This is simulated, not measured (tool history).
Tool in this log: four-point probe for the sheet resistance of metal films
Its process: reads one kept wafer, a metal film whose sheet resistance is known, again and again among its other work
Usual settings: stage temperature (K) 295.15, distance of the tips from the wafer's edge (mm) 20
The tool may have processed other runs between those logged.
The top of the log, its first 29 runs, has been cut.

run    hour  stage temperature (K)  distance of the tips from the wafer's edge (mm)  sheet resistance as the instrument gives it (ohm/square)
 30  1021.3                 295.15                                               43                                                  0.051948
 31  1046.2                 298.15                                                6                                                  0.052447
 32  1081.3                 307.15                                                7                                                  0.052905
 33  1128.9                 306.15                                               46                                                  0.052608
 34  1165.2                 291.15                                               49                                                  0.051685
 35  1201.9                 293.15                                               36                                                  0.051829
 36  1240.0                 291.15                                               74                                                  0.051704
 37  1283.3                 299.15                                                6                                                  0.052514
 38  1306.7                 299.15                                               14                                                  0.052234
 39  1329.7                 302.15                                               58                                                  0.052385
 40  1378.5                 304.15                                               41                                                  0.052491
 41  1412.8                 304.15                                               41                                                  0.052520
 42  1451.6                 297.15                                               31                                                  0.052076
 43  1487.6                 295.15                                                8                                                  0.052117
 44  1517.4                 305.15                                                4                                                  0.053249

Forecast each of these 4 alternatives for the next run:
  A  1561.5                 301.15                                                4                                                         ?
  B  1561.5                 292.15                                               23                                                         ?
  C  1561.5                 295.15                                                6                                                         ?
  D  1561.5                 296.15                                                4                                                         ?

run  sheet resistance as the instrument gives it (ohm/square)
  A                                                  0.053003
  B                                                  0.051776
  C                                                  0.052231
  D                                                  0.052693
The same runs, with their run-to-run variation unchanged, on a tool lacking any hidden condition would have given:
run  sheet resistance as the instrument gives it (ohm/square)
  A                                                  0.053000
  B                                                  0.051774
  C                                                  0.052228
  D                                                  0.052690

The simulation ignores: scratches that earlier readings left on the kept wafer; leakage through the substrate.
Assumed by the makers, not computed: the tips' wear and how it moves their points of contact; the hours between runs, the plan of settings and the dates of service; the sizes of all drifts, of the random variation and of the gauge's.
